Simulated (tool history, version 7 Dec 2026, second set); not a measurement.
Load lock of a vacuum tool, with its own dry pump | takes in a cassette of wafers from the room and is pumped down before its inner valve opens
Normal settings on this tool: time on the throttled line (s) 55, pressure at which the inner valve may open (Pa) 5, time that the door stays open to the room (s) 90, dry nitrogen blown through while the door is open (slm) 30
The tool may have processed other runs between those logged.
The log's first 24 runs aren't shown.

run	hour	time on the throttled line (s)	pressure at which the inner valve may open (Pa)	time that the door stays open to the room (s)	dry nitrogen blown through while the door is open (slm)	hours that the pump has run since its overhaul	times that the door has closed on its seal	incoming humidity of the room's air, %	time from the closed door until the inner valve may open (s)	rise of the pressure with all valves shut (Pa/min)
25	1758.4	55	5	152	30	3287	22235	42.6	81.4	0.3
26	1844.1	55	5	152	30	3373	22624	45.7	81.4	0.308
27	1922.4	51	4	71	30	3451	22980	43.8	78.5	0.3
28	2011.9	46	5	90	30	3541	23387	48.8	73.6	0.315
29	2101.7	46	5	90	30	3631	23795	41	73.5	0.32
30	2148.8	55	6	27	30	3678	24009	47.3	80.8	0.311
31	2219.1	36	4	60	6	3748	24328	43.4	66.5	0.352
32	2278.4	70	4	78	20	3807	24597	47.7	97.1	0.342
33	2334.8	70	4	78	39	3864	24854	44.7	97.2	0.327
34	2426	45	5	90	7	3955	25268	44.2	73	0.366
35	2480.1	49	5	102	7	4009	25514	43.1	77.6	0.386
36	2576.8	49	5	102	16	4106	25953	45.7	77.1	0.377
37	2659.2	49	5	102	16	4188	26327	45.2	77.6	0.385

4 ways to go on from here, each from the tool as it stands after run 37. What would each give?
A	2767.8	55	4	90	30	4297	26821	47.3	?	?
B	2767.8	49	10	132	16	4297	26821	45.7	?	?
C	2767.8	77	5	90	9	4297	26821	49.3	?	?
D	2767.8	98	5	55	30	4297	26821	41.3	?	?

run	time from the closed door until the inner valve may open (s)	rise of the pressure with all valves shut (Pa/min)
A	81.8	0.384
B	74.2	0.404
C	101.2	0.408
D	121.8	0.376
Take away the tool's hidden state, keep each run's random variation, and the runs would have read:
run	time from the closed door until the inner valve may open (s)	rise of the pressure with all valves shut (Pa/min)
A	80.8	0.032
B	73.4	0.049
C	100.4	0.053
D	121	0.02
